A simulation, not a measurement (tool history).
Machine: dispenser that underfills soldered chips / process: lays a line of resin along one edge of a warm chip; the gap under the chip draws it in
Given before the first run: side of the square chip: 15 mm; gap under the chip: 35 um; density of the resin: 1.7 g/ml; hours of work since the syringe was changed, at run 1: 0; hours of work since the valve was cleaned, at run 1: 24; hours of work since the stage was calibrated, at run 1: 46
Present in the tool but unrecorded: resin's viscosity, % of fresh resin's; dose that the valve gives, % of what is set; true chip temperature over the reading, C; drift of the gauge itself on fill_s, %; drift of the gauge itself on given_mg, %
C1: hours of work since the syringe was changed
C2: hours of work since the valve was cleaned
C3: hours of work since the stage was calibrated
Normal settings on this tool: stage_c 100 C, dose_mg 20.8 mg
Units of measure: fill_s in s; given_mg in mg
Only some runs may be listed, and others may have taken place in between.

Run 1, hour 0: usual settings; C1 0; C2 24; C3 46. Result: fill_s 432.6 s, given_mg 20.58 mg.
Run 2, hour 3.8: usual settings but dose_mg 19.5 mg; C1 2; C2 27; C3 48. Result: fill_s 513.8 s, given_mg 19.24 mg.
Run 3, hour 7.2: usual settings but dose_mg 19.5 mg; C1 4; C2 29; C3 50. Result: fill_s 599.3 s, given_mg 19.2 mg.
Run 4, hour 9.5: usual settings but dose_mg 19.5 mg; C1 6; C2 30; C3 52. Result: fill_s 636.2 s, given_mg 19.04 mg.
Run 5, hour 13.1: usual settings but dose_mg 19.5 mg; C1 8; C2 33; C3 54. Result: fill_s 752.3 s, given_mg 19.13 mg.
Run 6, hour 15.7: usual settings but stage_c 115 C; C1 10; C2 34; C3 56. Result: fill_s 475.4 s, given_mg 20.37 mg.
At hour 17.3: new syringe of resin.
Run 7, hour 19.1: usual settings but stage_c 115 C; C1 1; C2 36; C3 58. Result: fill_s 273.8 s, given_mg 20.37 mg.
Run 8, hour 22.6: usual settings; C1 3; C2 38; C3 60. Result: fill_s 547.4 s, given_mg 20.23 mg.
Run 9, hour 26.2: usual settings; C1 5; C2 40; C3 62. Result: fill_s 622.8 s, given_mg 20.31 mg.
Run 10, hour 29.1: usual settings; C1 7; C2 42; C3 64. Result: fill_s 721.2 s, given_mg 20.28 mg.
Run 11, hour 33.2: usual settings but dose_mg 21.6 mg; C1 10; C2 45; C3 66. Result: fill_s 829.2 s, given_mg 21 mg.
At hour 34.6: new syringe of resin.
Run 12, hour 37: usual settings but dose_mg 24.1 mg; C1 1; C2 47; C3 68. Result: fill_s 475.7 s, given_mg 23.49 mg.
Run 13, hour 41.4: usual settings but stage_c 101 C; C1 4; C2 50; C3 71. Result: fill_s 557.5 s, given_mg 20.2 mg.
Run 14, hour 44.2: usual settings but stage_c 101 C; C1 6; C2 51; C3 73. Result: fill_s 616.3 s, given_mg 20.08 mg.
Run 15, hour 47.1: usual settings but stage_c 101 C; C1 8; C2 53; C3 75. Result: fill_s 696.9 s, given_mg 20.13 mg.
Run 16, hour 50.4: usual settings; C1 10; C2 55; C3 77. Result: fill_s 824.7 s, given_mg 20.09 mg.
At hour 51.9: new syringe of resin.
Run 17, hour 52.7: usual settings; C1 0; C2 57; C3 78. Result: fill_s 459.9 s, given_mg 20.03 mg.
Run 18, hour 54.7: usual settings but stage_c 111 C; C1 2; C2 58; C3 79. Result: fill_s 321.3 s, given_mg 20.04 mg.
Run 19, hour 58.1: usual settings but stage_c 99 C, dose_mg 18.9 mg; C1 4; C2 60; C3 81. Result: fill_s 592.3 s, given_mg 18.24 mg.
Run 20, hour 61.4: usual settings but stage_c 114 C, dose_mg 18.9 mg; C1 6; C2 62; C3 83. Result: fill_s 390.2 s, given_mg 18.15 mg.
At hour 62.8: dispensing valve cleaned and set on the balance.
Run 21, hour 66.8: usual settings but stage_c 113 C, dose_mg 23.6 mg; C1 9; C2 2; C3 86. Result: fill_s 473.1 s, given_mg 23.56 mg.
Run 22, hour 69.5: usual settings but dose_mg 24.2 mg; C1 10; C2 4; C3 88. Result: fill_s 840.2 s, given_mg 24.1 mg.
At hour 70.1: new syringe of resin.
Run 23, hour 73: usual settings but dose_mg 24.2 mg; C1 2; C2 6; C3 90. Result: fill_s 482.6 s, given_mg 24.13 mg.

Expected results for the next run?
Run 24, hour 75: usual settings but stage_c 110 C, dose_mg 21.8 mg; C1 3; C2 7; C3 91. Result: fill_s ?, given_mg ?.

Logged for run 24: fill_s 369 s, given_mg 21.73 mg.
With the hidden condition absent and the run-to-run variation left alone, this run would have shown fill_s 300 s, given_mg 21.83 mg.

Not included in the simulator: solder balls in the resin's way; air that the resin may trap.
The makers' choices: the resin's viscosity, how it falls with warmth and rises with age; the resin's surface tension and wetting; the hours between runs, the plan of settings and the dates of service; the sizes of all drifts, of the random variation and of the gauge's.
